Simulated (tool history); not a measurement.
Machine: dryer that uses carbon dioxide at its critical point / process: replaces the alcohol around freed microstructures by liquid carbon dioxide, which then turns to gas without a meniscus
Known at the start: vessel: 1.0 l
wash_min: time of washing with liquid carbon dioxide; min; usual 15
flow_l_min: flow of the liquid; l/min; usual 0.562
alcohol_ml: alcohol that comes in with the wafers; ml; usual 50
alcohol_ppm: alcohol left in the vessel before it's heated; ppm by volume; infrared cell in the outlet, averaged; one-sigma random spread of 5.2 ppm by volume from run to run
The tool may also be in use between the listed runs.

run	hour	wash_min	flow_l_min	alcohol_ml	alcohol_ppm
1	0	15	0.562	50	201
2	9.7	15	0.562	50	199
3	21.9	15	0.562	46	189
4	33.9	15	0.562	46	200
5	40.1	15	0.562	46	199
6	50.9	15	0.562	46	202
7	57.7	15	0.562	25	171
8	68.9	15	0.562	25	167
9	74.6	15	0.562	25	176
10	80.2	15	0.562	25	167
11	87.2	15	0.562	25	174
12	98.3	15	0.69	50	148
13	108.9	15	0.69	50	153
14	117.9	15	0.69	45	146
15	130.8	15	0.807	45	141
16	141.7	15	0.807	45	147
17	147.6	15	0.807	45	138
18	157.3	15	0.562	50	245
19	167.8	15	0.562	50	232
20	175.8	11	0.56	21	369
21	186.2	11	0.56	21	379
22	197.8	11	0.56	21	384
23	210.5	11	0.56	21	380
24	223	11	0.56	21	379
25	236.5	14	0.815	35	161
26	247.1	15	0.819	25	162
27	253.8	13	0.819	110	208
28	263.3	13	0.481	24	410
29	271.9	13	0.481	24	394
30	285.4	13	0.481	24	407
31	295.3	13	0.481	24	411
32	305.9	13	0.481	24	416
33	311.5	15	0.49	75	528
34	321.2	15	0.933	75	181
35	329.6	19	0.356	28	355
36	342.8	19	0.356	28	356

Below are 4 alternative next runs, each starting from the tool's condition after run 36. Predict each:
A	356.4	18	0.433	50	?
B	356.4	22	0.842	94	?
C	356.4	20	0.601	40	?
D	356.4	15	0.562	22	?

run	alcohol_ppm
A	355
B	175
C	192
D	233
Without the tool's unlogged condition, the same runs would have read:
run	alcohol_ppm
A	144
B	1
C	12
D	49
